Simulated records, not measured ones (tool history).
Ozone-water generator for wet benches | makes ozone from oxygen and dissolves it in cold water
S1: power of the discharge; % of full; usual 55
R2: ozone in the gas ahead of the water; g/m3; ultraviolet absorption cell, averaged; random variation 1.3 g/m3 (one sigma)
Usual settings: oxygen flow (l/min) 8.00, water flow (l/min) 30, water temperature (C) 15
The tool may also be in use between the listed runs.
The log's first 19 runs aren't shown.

run 20 day=22.254 | S1=55 oxygen_flow_(l/min)=8.00 water_flow_(l/min)=18 water_temperature_(C)=15 | dissolved_ozone_(ppm)=39.7 R2=232.7
run 21 day=23.446 | S1=55 oxygen_flow_(l/min)=8.00 water_flow_(l/min)=18 water_temperature_(C)=15 | dissolved_ozone_(ppm)=39.6 R2=233.6
run 22 day=24.225 | S1=79 oxygen_flow_(l/min)=4.48 water_flow_(l/min)=24 water_temperature_(C)=20 | dissolved_ozone_(ppm)=39.2 R2=413.0
run 23 day=25.867 | S1=79 oxygen_flow_(l/min)=13.01 water_flow_(l/min)=24 water_temperature_(C)=20 | dissolved_ozone_(ppm)=35.2 R2=222.4
run 24 day=27.096 | S1=92 oxygen_flow_(l/min)=4.89 water_flow_(l/min)=24 water_temperature_(C)=10 | dissolved_ozone_(ppm)=48.5 R2=432.8
run 25 day=28.604 | S1=45 oxygen_flow_(l/min)=11.42 water_flow_(l/min)=30 water_temperature_(C)=12 | dissolved_ozone_(ppm)=25.4 R2=166.6
run 26 day=29.846 | S1=45 oxygen_flow_(l/min)=6.65 water_flow_(l/min)=27 water_temperature_(C)=12 | dissolved_ozone_(ppm)=27.4 R2=224.2
run 27 day=31.508 | S1=88 oxygen_flow_(l/min)=5.63 water_flow_(l/min)=43 water_temperature_(C)=15 | dissolved_ozone_(ppm)=27.1 R2=388.3
run 28 day=32.871 | S1=55 oxygen_flow_(l/min)=8.00 water_flow_(l/min)=28 water_temperature_(C)=18 | dissolved_ozone_(ppm)=28.0 R2=234.2
run 29 day=34.133 | S1=55 oxygen_flow_(l/min)=9.06 water_flow_(l/min)=37 water_temperature_(C)=8 | dissolved_ozone_(ppm)=25.5 R2=216.7
run 30 day=34.896 | S1=55 oxygen_flow_(l/min)=9.06 water_flow_(l/min)=37 water_temperature_(C)=16 | dissolved_ozone_(ppm)=23.3 R2=215.3
run 31 day=35.700 | S1=44 oxygen_flow_(l/min)=8.00 water_flow_(l/min)=30 water_temperature_(C)=7 | dissolved_ozone_(ppm)=26.5 R2=200.7
run 32 day=36.512 | S1=74 oxygen_flow_(l/min)=8.00 water_flow_(l/min)=30 water_temperature_(C)=14 | dissolved_ozone_(ppm)=34.3 R2=284.0
run 33 day=37.800 | S1=74 oxygen_flow_(l/min)=8.00 water_flow_(l/min)=30 water_temperature_(C)=14 | dissolved_ozone_(ppm)=34.4 R2=283.7
run 34 day=38.546 | S1=48 oxygen_flow_(l/min)=13.17 water_flow_(l/min)=30 water_temperature_(C)=13 | dissolved_ozone_(ppm)=25.5 R2=159.4

3 ways to go on from here, each from the tool as it stands after run 34. What would each give?
run A day=39.454 | S1=55 oxygen_flow_(l/min)=8.00 water_flow_(l/min)=48 water_temperature_(C)=15 | dissolved_ozone_(ppm)=? R2=?
run B day=39.454 | S1=55 oxygen_flow_(l/min)=8.00 water_flow_(l/min)=46 water_temperature_(C)=20 | dissolved_ozone_(ppm)=? R2=?
run C day=39.454 | S1=48 oxygen_flow_(l/min)=7.19 water_flow_(l/min)=19 water_temperature_(C)=13 | dissolved_ozone_(ppm)=? R2=?

run=A dissolved_ozone_(ppm)=19.1 R2=231.4
run=B dissolved_ozone_(ppm)=18.7 R2=232.6
run=C dissolved_ozone_(ppm)=36.6 R2=227.5
Without the tool's hidden state the same runs would have given:
run=A dissolved_ozone_(ppm)=19.9 R2=235.8
run=B dissolved_ozone_(ppm)=19.5 R2=237.0
run=C dissolved_ozone_(ppm)=37.9 R2=231.3
